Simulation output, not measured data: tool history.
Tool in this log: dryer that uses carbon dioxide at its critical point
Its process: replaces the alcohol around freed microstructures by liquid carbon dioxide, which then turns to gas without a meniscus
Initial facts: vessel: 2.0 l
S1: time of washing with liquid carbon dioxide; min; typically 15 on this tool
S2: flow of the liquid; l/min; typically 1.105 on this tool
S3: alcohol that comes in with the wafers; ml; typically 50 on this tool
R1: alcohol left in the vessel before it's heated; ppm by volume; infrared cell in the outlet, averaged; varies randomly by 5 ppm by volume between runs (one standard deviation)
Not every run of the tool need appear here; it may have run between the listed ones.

Run 1, hour 0: usual settings. Result: R1 110 ppm by volume.
Run 2, hour 18.2: usual settings but S2 1.64 l/min. Result: R1 86 ppm by volume.
Run 3, hour 30.5: usual settings. Result: R1 113 ppm by volume.
Run 4, hour 46.6: usual settings. Result: R1 112 ppm by volume.
Run 5, hour 68.4: usual settings. Result: R1 117 ppm by volume.
Run 6, hour 80.5: usual settings but S2 1.26 l/min. Result: R1 113 ppm by volume.
Run 7, hour 89.5: usual settings but S2 1.26 l/min. Result: R1 105 ppm by volume.
Run 8, hour 111.1: usual settings. Result: R1 126 ppm by volume.
Run 9, hour 128.6: usual settings. Result: R1 128 ppm by volume.
Run 10, hour 142.8: usual settings. Result: R1 121 ppm by volume.
Run 11, hour 156.9: usual settings. Result: R1 121 ppm by volume.
Run 12, hour 177.2: usual settings. Result: R1 117 ppm by volume.
Run 13, hour 193.7: usual settings but S1 12 min, S2 1.81 l/min. Result: R1 129 ppm by volume.
Run 14, hour 214.1: usual settings but S1 12 min, S2 1.23 l/min. Result: R1 161 ppm by volume.
Run 15, hour 234.3: usual settings but S1 12 min, S2 1.23 l/min. Result: R1 173 ppm by volume.
Run 16, hour 248.3: usual settings but S1 12 min, S2 1.23 l/min. Result: R1 162 ppm by volume.
Run 17, hour 266: usual settings but S1 10 min. Result: R1 359 ppm by volume.

Here are 5 independent what-if runs from the current tool condition. What would each one return?
Run A, hour 279.2: usual settings but S1 14 min, S3 67 ml. Result: R1 ?.
Run B, hour 279.2: usual settings but S1 11 min, S2 1.05 l/min, S3 55 ml. Result: R1 ?.
Run C, hour 279.2: usual settings but S3 42 ml. Result: R1 ?.
Run D, hour 279.2: usual settings but S1 24 min, S2 0.7 l/min, S3 57 ml. Result: R1 ?.
Run E, hour 279.2: usual settings but S1 14 min, S3 116 ml. Result: R1 ?.

run   R1
  A  174
  B  341
  C  139
  D  144
  E  212
Take away the tool's hidden state, keep each run's random variation, and the runs would have read:
run   R1
  A   35
  B  146
  C   11
  D   15
  E   57
